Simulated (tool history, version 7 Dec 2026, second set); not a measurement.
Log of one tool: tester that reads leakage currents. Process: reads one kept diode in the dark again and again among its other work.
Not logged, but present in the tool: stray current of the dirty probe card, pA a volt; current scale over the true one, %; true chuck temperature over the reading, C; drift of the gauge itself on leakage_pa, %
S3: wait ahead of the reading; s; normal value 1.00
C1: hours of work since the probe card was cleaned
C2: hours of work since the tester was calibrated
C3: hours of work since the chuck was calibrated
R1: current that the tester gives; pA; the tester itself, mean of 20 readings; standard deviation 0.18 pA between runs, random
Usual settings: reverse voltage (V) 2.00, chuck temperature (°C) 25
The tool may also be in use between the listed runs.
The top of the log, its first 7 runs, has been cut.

run 8 hour=288.0 | reverse_voltage_(V)=18.45 chuck_temperature_(°C)=25 S3=1.00 | C1=967 C2=1712 C3=1879 | R1=190.26
run 9 hour=317.1 | reverse_voltage_(V)=2.00 chuck_temperature_(°C)=25 S3=1.00 | C1=987 C2=1732 C3=1899 | R1=67.41
run 10 hour=345.3 | reverse_voltage_(V)=2.00 chuck_temperature_(°C)=25 S3=1.00 | C1=1006 C2=1751 C3=1919 | R1=67.56
run 11 hour=404.8 | reverse_voltage_(V)=2.00 chuck_temperature_(°C)=25 S3=1.00 | C1=1047 C2=1792 C3=1959 | R1=67.73
run 12 hour=443.2 | reverse_voltage_(V)=2.32 chuck_temperature_(°C)=25 S3=1.00 | C1=1073 C2=1818 C3=1986 | R1=72.77
run 13 hour=494.7 | reverse_voltage_(V)=15.29 chuck_temperature_(°C)=25 S3=1.00 | C1=1108 C2=1853 C3=2021 | R1=177.44
run 14 hour=526.9 | reverse_voltage_(V)=15.29 chuck_temperature_(°C)=25 S3=1.00 | C1=1130 C2=1875 C3=2043 | R1=179.76
run 15 hour=572.4 | reverse_voltage_(V)=15.29 chuck_temperature_(°C)=25 S3=1.00 | C1=1162 C2=1906 C3=2074 | R1=179.61
run 16 hour=597.6 | reverse_voltage_(V)=15.29 chuck_temperature_(°C)=25 S3=1.00 | C1=1179 C2=1924 C3=2091 | R1=181.35
run 17 hour=650.7 | reverse_voltage_(V)=15.29 chuck_temperature_(°C)=25 S3=1.00 | C1=1215 C2=1960 C3=2127 | R1=181.61
run 18 hour=703.6 | reverse_voltage_(V)=15.29 chuck_temperature_(°C)=25 S3=2.90 | C1=1251 C2=1996 C3=2163 | R1=181.67
run 19 hour=760.6 | reverse_voltage_(V)=2.00 chuck_temperature_(°C)=25 S3=1.00 | C1=1290 C2=2035 C3=2202 | R1=69.70
run 20 hour=814.6 | reverse_voltage_(V)=2.00 chuck_temperature_(°C)=25 S3=1.00 | C1=1327 C2=2072 C3=2239 | R1=70.21
run 21 hour=862.5 | reverse_voltage_(V)=3.42 chuck_temperature_(°C)=43 S3=2.47 | C1=1360 C2=2105 C3=2272 | R1=343.87

The next listed run, before its measurement:
-- hour=895.2 chuck's temperature calibrated
run 22 hour=898.3 | reverse_voltage_(V)=3.73 chuck_temperature_(°C)=27 S3=1.81 | C1=1383 C2=2128 C3=2 | R1=?

For run 22 the tool returned R1 96.62 pA.
Had the tool carried no hidden state, the very same run would have given R1 87.63 pA.

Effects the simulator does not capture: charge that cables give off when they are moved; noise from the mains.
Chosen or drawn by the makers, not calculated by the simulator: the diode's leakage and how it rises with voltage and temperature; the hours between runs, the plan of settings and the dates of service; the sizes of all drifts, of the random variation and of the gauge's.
